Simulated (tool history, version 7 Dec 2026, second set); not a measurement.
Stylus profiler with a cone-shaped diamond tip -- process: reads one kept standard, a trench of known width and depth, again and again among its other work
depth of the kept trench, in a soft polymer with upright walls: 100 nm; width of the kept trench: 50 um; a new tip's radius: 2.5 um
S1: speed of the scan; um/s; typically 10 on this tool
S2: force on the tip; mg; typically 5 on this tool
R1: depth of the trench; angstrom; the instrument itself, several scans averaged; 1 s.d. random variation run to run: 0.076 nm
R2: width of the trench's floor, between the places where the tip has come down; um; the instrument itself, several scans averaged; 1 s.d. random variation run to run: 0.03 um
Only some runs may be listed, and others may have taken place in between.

run 1 hour=0 | S1=10 S2=5 | R1=1013 R2=47.7
run 2 hour=27.7 | S1=10 S2=5 | R1=1013 R2=47.72
run 3 hour=92.3 | S1=10 S2=3.97 | R1=1012.1 R2=47.67
run 4 hour=136.2 | S1=10 S2=3.97 | R1=1013.2 R2=47.69
run 5 hour=164.9 | S1=10 S2=5 | R1=1014.4 R2=47.64
run 6 hour=192.2 | S1=17 S2=5 | R1=1012.7 R2=47.64
run 7 hour=246.7 | S1=10 S2=5.62 | R1=1015.1 R2=47.62
run 8 hour=283.5 | S1=10 S2=9.92 | R1=1020.4 R2=47.59
run 9 hour=328.7 | S1=10 S2=7.71 | R1=1017 R2=47.64
run 10 hour=364.4 | S1=10 S2=7.71 | R1=1017.6 R2=47.58
run 11 hour=424.2 | S1=10 S2=7.71 | R1=1017.1 R2=47.6
run 12 hour=482.9 | S1=10 S2=7.71 | R1=1018.6 R2=47.55
run 13 hour=516.8 | S1=10 S2=7.71 | R1=1017.9 R2=47.49
run 14 hour=555.7 | S1=10 S2=5 | R1=1015.6 R2=47.48
-- hour=592.3 height scale calibrated on a step standard
run 15 hour=600.7 | S1=10 S2=5 | R1=1017.5 R2=47.47
run 16 hour=632.5 | S1=10 S2=5 | R1=1017.1 R2=47.51
run 17 hour=680.3 | S1=10 S2=5 | R1=1018 R2=47.54
-- hour=696.7 height scale calibrated on a step standard, once more
run 18 hour=730.6 | S1=7 S2=5 | R1=1011 R2=47.48
run 19 hour=786.4 | S1=10 S2=8.95 | R1=1016.8 R2=47.46
run 20 hour=847.7 | S1=10 S2=1.92 | R1=1006.5 R2=47.45
run 21 hour=906.8 | S1=10 S2=1.92 | R1=1006.8 R2=47.51
run 22 hour=970.5 | S1=10 S2=1.92 | R1=1007.1 R2=47.4
run 23 hour=1030.1 | S1=10 S2=5 | R1=1011.8 R2=47.34
run 24 hour=1082.8 | S1=4 S2=5.71 | R1=1013.2 R2=47.43
run 25 hour=1138.1 | S1=10 S2=3.21 | R1=1009.6 R2=47.39
run 26 hour=1175.4 | S1=26 S2=9.63 | R1=1017.6 R2=47.32
run 27 hour=1208 | S1=6 S2=2.17 | R1=1007.9 R2=47.4
run 28 hour=1250.1 | S1=6 S2=12.54 | R1=1021.5 R2=47.39
-- hour=1293.4 new tip fitted, height scale calibrated
run 29 hour=1301.5 | S1=6 S2=12.54 | R1=1019.2 R2=48.57
run 30 hour=1355.7 | S1=6 S2=12.54 | R1=1021.2 R2=48.54
run 31 hour=1406 | S1=6 S2=2.09 | R1=1006 R2=48.46
run 32 hour=1435.8 | S1=28 S2=6.88 | R1=1011.7 R2=48.42
run 33 hour=1470.9 | S1=17 S2=11.83 | R1=1019.8 R2=48.46
run 34 hour=1533.9 | S1=6 S2=4.39 | R1=1009.6 R2=48.49
run 35 hour=1566.6 | S1=8 S2=2.98 | R1=1007.9 R2=48.42
run 36 hour=1613.8 | S1=20 S2=2.98 | R1=1007.7 R2=48.33
run 37 hour=1657.9 | S1=20 S2=2.98 | R1=1008.6 R2=48.32

What will run 38 give?
run 38 hour=1688.3 | S1=20 S2=6.94 | R1=? R2=?

{"run 38": {"R1": 1012.4, "R2": 48.28}}
The same run, on a tool lacking any hidden state, would have yielded R1 1012 angstrom, R2 48.47 um.

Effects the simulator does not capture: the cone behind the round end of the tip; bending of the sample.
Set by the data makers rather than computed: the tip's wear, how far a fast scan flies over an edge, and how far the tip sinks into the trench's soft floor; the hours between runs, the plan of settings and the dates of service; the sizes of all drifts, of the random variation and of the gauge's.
